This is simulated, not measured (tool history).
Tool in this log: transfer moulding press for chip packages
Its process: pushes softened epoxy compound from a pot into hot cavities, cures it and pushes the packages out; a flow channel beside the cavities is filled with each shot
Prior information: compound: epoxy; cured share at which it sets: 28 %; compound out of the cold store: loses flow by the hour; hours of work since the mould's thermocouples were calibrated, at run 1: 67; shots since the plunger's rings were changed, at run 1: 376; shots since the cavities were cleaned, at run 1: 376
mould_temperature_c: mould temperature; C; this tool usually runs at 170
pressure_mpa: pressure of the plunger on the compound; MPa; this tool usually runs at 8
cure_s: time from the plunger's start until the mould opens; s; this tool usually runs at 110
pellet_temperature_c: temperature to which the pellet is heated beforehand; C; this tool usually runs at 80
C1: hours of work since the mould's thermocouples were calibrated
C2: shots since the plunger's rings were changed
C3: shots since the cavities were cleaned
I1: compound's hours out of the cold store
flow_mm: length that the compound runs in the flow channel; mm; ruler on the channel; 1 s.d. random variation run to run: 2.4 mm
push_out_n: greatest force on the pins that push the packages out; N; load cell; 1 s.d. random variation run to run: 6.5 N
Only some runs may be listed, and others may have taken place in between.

run 1 day=0 | mould_temperature_c=170 pressure_mpa=8 cure_s=110 pellet_temperature_c=80 | C1=67 C2=376 C3=376 | I1=21.8 | flow_mm=681 push_out_n=342
run 2 day=0.529 | mould_temperature_c=170 pressure_mpa=8 cure_s=110 pellet_temperature_c=80 | C1=74 C2=504 C3=504 | I1=21.7 | flow_mm=676 push_out_n=371
run 3 day=0.954 | mould_temperature_c=170 pressure_mpa=8 cure_s=110 pellet_temperature_c=77 | C1=80 C2=607 C3=607 | I1=16.2 | flow_mm=688 push_out_n=389
run 4 day=1.412 | mould_temperature_c=170 pressure_mpa=8 cure_s=110 pellet_temperature_c=77 | C1=87 C2=717 C3=717 | I1=24.9 | flow_mm=668 push_out_n=396
run 5 day=1.708 | mould_temperature_c=170 pressure_mpa=9.25 cure_s=110 pellet_temperature_c=77 | C1=91 C2=788 C3=788 | I1=42.2 | flow_mm=693 push_out_n=391
-- day=1.85 cavities cleaned with cleaning compound and waxed
run 6 day=2.175 | mould_temperature_c=170 pressure_mpa=9.25 cure_s=110 pellet_temperature_c=77 | C1=97 C2=886 C3=79 | I1=19 | flow_mm=728 push_out_n=286
run 7 day=2.808 | mould_temperature_c=170 pressure_mpa=8.71 cure_s=110 pellet_temperature_c=77 | C1=106 C2=1038 C3=231 | I1=21.8 | flow_mm=697 push_out_n=319
run 8 day=3.162 | mould_temperature_c=170 pressure_mpa=8.71 cure_s=110 pellet_temperature_c=77 | C1=112 C2=1124 C3=317 | I1=17.2 | flow_mm=710 push_out_n=343
run 9 day=3.475 | mould_temperature_c=170 pressure_mpa=8.71 cure_s=110 pellet_temperature_c=77 | C1=116 C2=1199 C3=392 | I1=10 | flow_mm=719 push_out_n=352
run 10 day=3.729 | mould_temperature_c=170 pressure_mpa=8.71 cure_s=110 pellet_temperature_c=77 | C1=120 C2=1260 C3=453 | I1=14.6 | flow_mm=715 push_out_n=353
run 11 day=4.183 | mould_temperature_c=170 pressure_mpa=7.09 cure_s=110 pellet_temperature_c=80 | C1=126 C2=1371 C3=564 | I1=25.2 | flow_mm=623 push_out_n=379
run 12 day=4.6 | mould_temperature_c=170 pressure_mpa=8 cure_s=130 pellet_temperature_c=80 | C1=132 C2=1471 C3=664 | I1=35.3 | flow_mm=645 push_out_n=346
run 13 day=5.15 | mould_temperature_c=170 pressure_mpa=8 cure_s=130 pellet_temperature_c=80 | C1=140 C2=1603 C3=796 | I1=27.1 | flow_mm=656 push_out_n=357
-- day=5.296 cavities cleaned with cleaning compound and waxed
run 14 day=5.579 | mould_temperature_c=170 pressure_mpa=8 cure_s=110 pellet_temperature_c=83 | C1=146 C2=1691 C3=68 | I1=42.5 | flow_mm=629 push_out_n=268
run 15 day=5.875 | mould_temperature_c=170 pressure_mpa=8 cure_s=110 pellet_temperature_c=83 | C1=150 C2=1763 C3=140 | I1=17.4 | flow_mm=673 push_out_n=300
run 16 day=6.371 | mould_temperature_c=170 pressure_mpa=8 cure_s=110 pellet_temperature_c=83 | C1=157 C2=1883 C3=260 | I1=13.7 | flow_mm=673 push_out_n=329
run 17 day=6.642 | mould_temperature_c=171 pressure_mpa=8.15 cure_s=105 pellet_temperature_c=87 | C1=161 C2=1948 C3=325 | I1=16.7 | flow_mm=672 push_out_n=341
run 18 day=7.208 | mould_temperature_c=170 pressure_mpa=8 cure_s=138 pellet_temperature_c=76 | C1=169 C2=2085 C3=462 | I1=19 | flow_mm=667 push_out_n=321
run 19 day=7.771 | mould_temperature_c=171 pressure_mpa=6.43 cure_s=110 pellet_temperature_c=80 | C1=177 C2=2220 C3=597 | I1=14.5 | flow_mm=597 push_out_n=367
run 20 day=8.346 | mould_temperature_c=171 pressure_mpa=6.43 cure_s=110 pellet_temperature_c=80 | C1=186 C2=2359 C3=736 | I1=21.1 | flow_mm=586 push_out_n=387
-- day=8.696 cavities cleaned with cleaning compound and waxed
run 21 day=8.875 | mould_temperature_c=171 pressure_mpa=6.43 cure_s=127 pellet_temperature_c=80 | C1=192 C2=2471 C3=42 | I1=43.5 | flow_mm=556 push_out_n=238
run 22 day=9.238 | mould_temperature_c=170 pressure_mpa=8 cure_s=119 pellet_temperature_c=80 | C1=198 C2=2558 C3=129 | I1=9.4 | flow_mm=678 push_out_n=272
run 23 day=9.508 | mould_temperature_c=170 pressure_mpa=8 cure_s=119 pellet_temperature_c=80 | C1=202 C2=2624 C3=195 | I1=16.2 | flow_mm=664 push_out_n=286
run 24 day=9.975 | mould_temperature_c=177 pressure_mpa=8 cure_s=96 pellet_temperature_c=80 | C1=208 C2=2737 C3=308 | I1=36.4 | flow_mm=613 push_out_n=294
run 25 day=10.4 | mould_temperature_c=177 pressure_mpa=8 cure_s=96 pellet_temperature_c=80 | C1=215 C2=2839 C3=410 | I1=22.7 | flow_mm=632 push_out_n=325
run 26 day=10.7 | mould_temperature_c=177 pressure_mpa=8 cure_s=96 pellet_temperature_c=80 | C1=219 C2=2911 C3=482 | I1=47.1 | flow_mm=594 push_out_n=327
run 27 day=11.025 | mould_temperature_c=171 pressure_mpa=7.21 cure_s=136 pellet_temperature_c=80 | C1=224 C2=2990 C3=561 | I1=21.6 | flow_mm=619 push_out_n=338
run 28 day=11.625 | mould_temperature_c=170 pressure_mpa=6.75 cure_s=110 pellet_temperature_c=87 | C1=232 C2=3135 C3=706 | I1=40.8 | flow_mm=569 push_out_n=383

3 options for the next run, each taken on its own from the tool as it stands now. Forecast them:
run A day=11.996 | mould_temperature_c=170 pressure_mpa=8 cure_s=93 pellet_temperature_c=80 | C1=238 C2=3224 C3=795 | I1=15.9 | flow_mm=? push_out_n=?
run B day=11.996 | mould_temperature_c=170 pressure_mpa=8 cure_s=111 pellet_temperature_c=80 | C1=238 C2=3224 C3=795 | I1=18.3 | flow_mm=? push_out_n=?
run C day=11.996 | mould_temperature_c=176 pressure_mpa=6.75 cure_s=128 pellet_temperature_c=87 | C1=238 C2=3224 C3=795 | I1=20 | flow_mm=? push_out_n=?

run=A flow_mm=660 push_out_n=489
run=B flow_mm=653 push_out_n=389
run=C flow_mm=587 push_out_n=347
Without the tool's hidden state the same runs would have given:
run=A flow_mm=698 push_out_n=316
run=B flow_mm=690 push_out_n=249
run=C flow_mm=620 push_out_n=218
